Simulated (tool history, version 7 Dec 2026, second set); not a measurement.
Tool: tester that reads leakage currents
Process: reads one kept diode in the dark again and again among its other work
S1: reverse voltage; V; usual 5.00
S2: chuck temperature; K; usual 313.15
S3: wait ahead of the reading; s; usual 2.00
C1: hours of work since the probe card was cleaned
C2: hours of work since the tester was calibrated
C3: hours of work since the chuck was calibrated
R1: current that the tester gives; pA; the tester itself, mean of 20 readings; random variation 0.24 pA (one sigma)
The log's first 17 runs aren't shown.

run,day,S1,S2,S3,C1,C2,C3,R1
18,97.158,9.44,309.15,3.33,182,2727,765,82.88
19,101.383,9.44,309.15,3.33,254,2799,837,84.51
# day 108.875: tester calibrated
20,108.992,9.44,309.15,3.33,382,2,965,86.36
# day 115.671: chuck's temperature calibrated
21,116.967,9.44,304.15,4.43,516,136,22,48.48
22,123.688,9.44,304.15,4.43,631,251,137,50.12
23,127.967,11.04,325.15,4.43,704,324,209,319.02
24,132.296,1.86,294.15,0.34,777,397,283,10.11
25,140.004,5.96,305.15,0.38,909,529,414,48.27
26,146.608,5.57,329.15,2.00,1021,641,527,340.31
27,150.629,2.47,313.15,1.45,1090,710,595,64.32
28,157.754,14.16,315.15,7.27,1211,831,717,175.94
29,164.154,5.00,313.15,0.31,1320,940,826,94.17
# day 167.625: probe card cleaned and baked
30,170.529,5.00,313.15,0.31,49,1047,932,91.59

3 ways to go on from here, each from the tool as it stands after run 30. What would each give?
A,176.571,2.86,316.15,1.38,152,1149,1035,?
B,176.571,5.00,304.15,2.00,152,1149,1035,?
C,176.571,15.72,314.15,2.00,152,1149,1035,?

run,R1
A,94.25
B,41.67
C,169.73
Without the tool's hidden state the same runs would have given:
run,R1
A,78.36
B,33.87
C,140.02

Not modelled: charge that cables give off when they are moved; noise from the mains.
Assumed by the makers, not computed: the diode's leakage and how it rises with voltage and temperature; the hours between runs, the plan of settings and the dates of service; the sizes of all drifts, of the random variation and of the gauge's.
